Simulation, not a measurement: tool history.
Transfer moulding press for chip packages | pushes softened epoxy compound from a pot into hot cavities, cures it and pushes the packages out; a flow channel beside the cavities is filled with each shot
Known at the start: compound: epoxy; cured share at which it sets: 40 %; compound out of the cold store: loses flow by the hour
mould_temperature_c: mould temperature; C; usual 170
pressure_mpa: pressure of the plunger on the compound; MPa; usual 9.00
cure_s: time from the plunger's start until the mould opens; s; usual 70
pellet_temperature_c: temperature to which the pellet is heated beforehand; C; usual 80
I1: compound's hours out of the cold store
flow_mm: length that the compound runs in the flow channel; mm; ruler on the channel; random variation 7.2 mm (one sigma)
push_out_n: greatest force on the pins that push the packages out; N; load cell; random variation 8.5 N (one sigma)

Run 1, hour 0.0: usual settings; I1 15.5. Result: flow_mm 817 mm, push_out_n 542 N.
Run 2, hour 9.6: usual settings; I1 20.6. Result: flow_mm 806 mm, push_out_n 594 N.
At hour 21.0: cavities cleaned with cleaning compound and waxed.
Run 3, hour 25.8: usual settings; I1 17.7. Result: flow_mm 807 mm, push_out_n 429 N.
Run 4, hour 37.4: usual settings; I1 40.0. Result: flow_mm 749 mm, push_out_n 455 N.
Run 5, hour 47.5: usual settings; I1 31.7. Result: flow_mm 771 mm, push_out_n 503 N.
Run 6, hour 64.4: usual settings; I1 44.9. Result: flow_mm 732 mm, push_out_n 525 N.
Run 7, hour 72.3: usual settings; I1 28.2. Result: flow_mm 762 mm, push_out_n 573 N.
Run 8, hour 84.0: usual settings; I1 31.9. Result: flow_mm 769 mm, push_out_n 595 N.
At hour 88.6: cavities cleaned with cleaning compound and waxed.
Run 9, hour 101.8: usual settings; I1 17.1. Result: flow_mm 792 mm, push_out_n 468 N.
Run 10, hour 112.0: usual settings but cure_s 85 s; I1 31.5. Result: flow_mm 764 mm, push_out_n 374 N.
Run 11, hour 125.9: usual settings but cure_s 85 s; I1 30.8. Result: flow_mm 760 mm, push_out_n 413 N.
Run 12, hour 136.0: usual settings but cure_s 72 s; I1 20.2. Result: flow_mm 794 mm, push_out_n 549 N.
Run 13, hour 143.8: usual settings but cure_s 72 s; I1 38.8. Result: flow_mm 736 mm, push_out_n 550 N.
At hour 155.8: cavities cleaned with cleaning compound and waxed.
Run 14, hour 159.5: usual settings but cure_s 72 s; I1 23.5. Result: flow_mm 780 mm, push_out_n 402 N.
Run 15, hour 171.0: usual settings but mould_temperature_c 166 C, pressure_mpa 9.78 MPa, cure_s 58 s, pellet_temperature_c 79 C; I1 24.9. Result: flow_mm 819 mm, push_out_n 991 N.
Run 16, hour 187.6: usual settings but mould_temperature_c 164 C, pressure_mpa 9.07 MPa, cure_s 54 s, pellet_temperature_c 72 C; I1 33.9. Result: flow_mm 772 mm, push_out_n 1408 N.
Run 17, hour 195.1: usual settings but mould_temperature_c 175 C, cure_s 86 s; I1 19.8. Result: flow_mm 753 mm, push_out_n 380 N.
Run 18, hour 213.7: usual settings but mould_temperature_c 171 C, pressure_mpa 9.95 MPa, pellet_temperature_c 74 C; I1 24.2. Result: flow_mm 802 mm, push_out_n 569 N.
At hour 223.1: cavities cleaned with cleaning compound and waxed.
Run 19, hour 227.0: usual settings but mould_temperature_c 176 C, pressure_mpa 10.64 MPa, cure_s 94 s, pellet_temperature_c 90 C; I1 9.0. Result: flow_mm 844 mm, push_out_n 280 N.
Run 20, hour 245.3: usual settings but mould_temperature_c 165 C, pressure_mpa 10.46 MPa, cure_s 94 s, pellet_temperature_c 87 C; I1 12.5. Result: flow_mm 885 mm, push_out_n 433 N.
Run 21, hour 256.3: usual settings but mould_temperature_c 165 C, pellet_temperature_c 77 C; I1 11.7. Result: flow_mm 817 mm, push_out_n 823 N.
Run 22, hour 264.0: usual settings but mould_temperature_c 177 C, pressure_mpa 9.45 MPa, cure_s 95 s, pellet_temperature_c 89 C; I1 38.7. Result: flow_mm 715 mm, push_out_n 383 N.
Run 23, hour 279.1: usual settings but mould_temperature_c 177 C, pressure_mpa 8.90 MPa, cure_s 64 s, pellet_temperature_c 70 C; I1 46.4. Result: flow_mm 673 mm, push_out_n 457 N.
Run 24, hour 287.7: usual settings but mould_temperature_c 177 C, pressure_mpa 8.90 MPa, cure_s 64 s, pellet_temperature_c 70 C; I1 18.8. Result: flow_mm 735 mm, push_out_n 490 N.
At hour 291.6: cavities cleaned with cleaning compound and waxed.
Run 25, hour 299.5: usual settings but mould_temperature_c 171 C, pressure_mpa 8.23 MPa, cure_s 79 s, pellet_temperature_c 75 C; I1 10.6. Result: flow_mm 756 mm, push_out_n 351 N.
Run 26, hour 307.4: usual settings but mould_temperature_c 171 C, pressure_mpa 8.23 MPa, cure_s 53 s, pellet_temperature_c 76 C; I1 23.2. Result: flow_mm 721 mm, push_out_n 872 N.
Run 27, hour 325.0: usual settings but pellet_temperature_c 73 C; I1 29.2. Result: flow_mm 752 mm, push_out_n 556 N.
Run 28, hour 337.6: usual settings but cure_s 77 s, pellet_temperature_c 87 C; I1 20.9. Result: flow_mm 761 mm, push_out_n 478 N.

4 ways to go on from here, each from the tool as it stands after run 28. What would each give?
Run A, hour 346.6: usual settings but pressure_mpa 7.10 MPa, cure_s 77 s, pellet_temperature_c 87 C; I1 33.7. Result: flow_mm ?, push_out_n ?.
Run B, hour 346.6: usual settings but mould_temperature_c 175 C, cure_s 77 s; I1 38.3. Result: flow_mm ?, push_out_n ?.
Run C, hour 346.6: usual settings but mould_temperature_c 177 C, cure_s 77 s, pellet_temperature_c 87 C; I1 33.4. Result: flow_mm ?, push_out_n ?.
Run D, hour 346.6: usual settings but pressure_mpa 7.13 MPa, cure_s 77 s, pellet_temperature_c 87 C; I1 42.5. Result: flow_mm ?, push_out_n ?.

run  flow_mm  push_out_n
  A      647         485
  B      700         414
  C      710         423
  D      625         478
Without the tool's hidden state the same runs would have given:
run  flow_mm  push_out_n
  A      704         307
  B      762         269
  C      773         276
  D      682         302
